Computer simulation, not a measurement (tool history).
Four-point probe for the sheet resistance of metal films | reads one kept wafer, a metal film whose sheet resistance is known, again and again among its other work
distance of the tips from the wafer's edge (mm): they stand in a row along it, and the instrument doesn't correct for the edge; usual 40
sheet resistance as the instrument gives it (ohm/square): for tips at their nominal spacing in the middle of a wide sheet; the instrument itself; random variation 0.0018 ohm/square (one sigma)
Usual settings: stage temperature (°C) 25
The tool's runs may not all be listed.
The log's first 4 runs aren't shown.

run,hour,stage temperature (°C),distance of the tips from the wafer's edge (mm),touches since the probe head was changed,hours of work since the stage's thermometer was calibrated,sheet resistance as the instrument gives it (ohm/square)
5,52.6,28,40,35014,1710,8.940844
6,65.6,28,40,35613,1719,8.939149
7,80.6,27,40,36306,1730,8.947082
8,91.2,25,40,36792,1737,8.955659
9,100.7,25,40,37233,1744,8.955774
10,112.3,32,40,37768,1752,8.919722
11,124.2,33,40,38317,1761,8.911485
12,138.2,25,28,38961,1771,8.962030
13,146.6,25,6,39348,1777,9.164151
14,163.6,25,14,40131,1789,8.993745
15,180.0,25,14,40886,1801,8.992719
16,189.1,25,14,41305,1807,8.990949
17,196.4,20,14,41642,1812,9.022520
18,211.5,20,14,42339,1823,9.024729
19,219.7,28,14,42719,1829,8.980003
20,231.9,28,14,43281,1837,8.973939
21,241.9,28,14,43740,1845,8.977161
22,253.6,28,14,44280,1853,8.975522
23,270.2,31,20,45044,1865,8.937188
24,278.2,21,16,45412,1870,9.009523
25,293.7,21,16,46128,1881,9.009417
26,309.3,26,16,46847,1892,8.981302
27,318.0,24,40,47249,1899,8.965376

Forecast run 28:
28,326.7,24,7,47649,1905,?

{"run 28": {"sheet resistance as the instrument gives it (ohm/square)": 9.121572}}
Without the tool's hidden state the same run would have given sheet resistance as the instrument gives it (ohm/square) 9.135062.

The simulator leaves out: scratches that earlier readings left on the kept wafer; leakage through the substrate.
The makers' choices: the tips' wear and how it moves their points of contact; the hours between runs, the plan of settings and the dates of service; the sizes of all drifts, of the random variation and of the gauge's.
